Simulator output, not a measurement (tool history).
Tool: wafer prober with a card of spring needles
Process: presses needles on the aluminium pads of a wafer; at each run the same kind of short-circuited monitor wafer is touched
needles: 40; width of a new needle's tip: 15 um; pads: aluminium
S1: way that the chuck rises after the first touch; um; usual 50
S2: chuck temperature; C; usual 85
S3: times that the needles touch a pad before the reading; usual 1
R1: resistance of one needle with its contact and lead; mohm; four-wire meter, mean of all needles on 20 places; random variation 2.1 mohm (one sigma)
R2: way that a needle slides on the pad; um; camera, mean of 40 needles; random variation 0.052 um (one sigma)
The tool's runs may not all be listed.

run,hour,S1,S2,S3,R1,R2
1,0,50,85,1,334,6.25
# hour 12.6: tips cleaned on abrasive film
2,16,50,85,1,330,6.2
3,27.4,50,85,1,467,6.16
# hour 30.8: tips cleaned on abrasive film
4,46.6,50,85,1,467,6.18
# hour 48.6: tips cleaned on abrasive film
# hour 67.4: tips cleaned on abrasive film
5,69.5,50,98,1,302,6.16
# hour 85.7: tips cleaned on abrasive film
6,85.7,50,98,1,264,6.15
# hour 103: tips cleaned on abrasive film
7,103,50,98,1,262,6.12
8,116.3,50,98,1,447,6.11
# hour 122.1: tips cleaned on abrasive film
9,131.9,50,98,1,418,6.11
# hour 139.8: tips cleaned on abrasive film
10,152.5,50,34,1,449,6.13
# hour 157.8: tips cleaned on abrasive film
11,168.8,50,34,1,420,6.03
# hour 175.5: tips cleaned on abrasive film
12,181.5,50,34,1,368,6.07
13,191.9,50,55,1,502,6.15
# hour 193.7: tips cleaned on abrasive film
# hour 211.3: tips cleaned on abrasive film
14,216.6,50,85,1,355,6.12
# hour 229.4: tips cleaned on abrasive film
15,230.8,47,85,2,265,5.69
# hour 247.6: tips cleaned on abrasive film
16,248.3,40,85,2,277,4.83
# hour 266.8: tips cleaned on abrasive film
17,267.3,37,85,1,298,4.45
18,279.6,37,85,1,652,4.48
# hour 284.4: tips cleaned on abrasive film
19,296.5,36,56,2,471,4.3
# hour 302.7: tips cleaned on abrasive film
20,308.4,62,85,2,273,7.5
# hour 319.9: tips cleaned on abrasive film
21,319.9,62,35,2,225,7.59
# hour 338: tips cleaned on abrasive film
22,344.8,32,58,1,581,3.7
# hour 356: tips cleaned on abrasive film
23,356.3,65,85,2,242,7.85
24,372.3,65,98,2,330,7.87

Some steps in R1 between neighbouring runs. How much of each would the tool show without its hidden state too (settings, what came in, random variation), and how much is left for the hidden state, with any gauge scatter that isn't in both results?
The hidden state here: debris on the tips, nm; way that the needles fall short of the set height, um; tips' diameter, um; drift of the gauge itself on contact_mohm, %; drift of the gauge itself on scrub_um, %.
Run 17 -> 18: no setting changed, nothing entered. R1 +354 mohm: hidden state +349, all else +5.
Run 21 -> 22: S1 62 -> 32, S2 35 -> 58, S3 2 -> 1, tips cleaned on abrasive film. R1 +356 mohm: hidden state +334, all else +22.
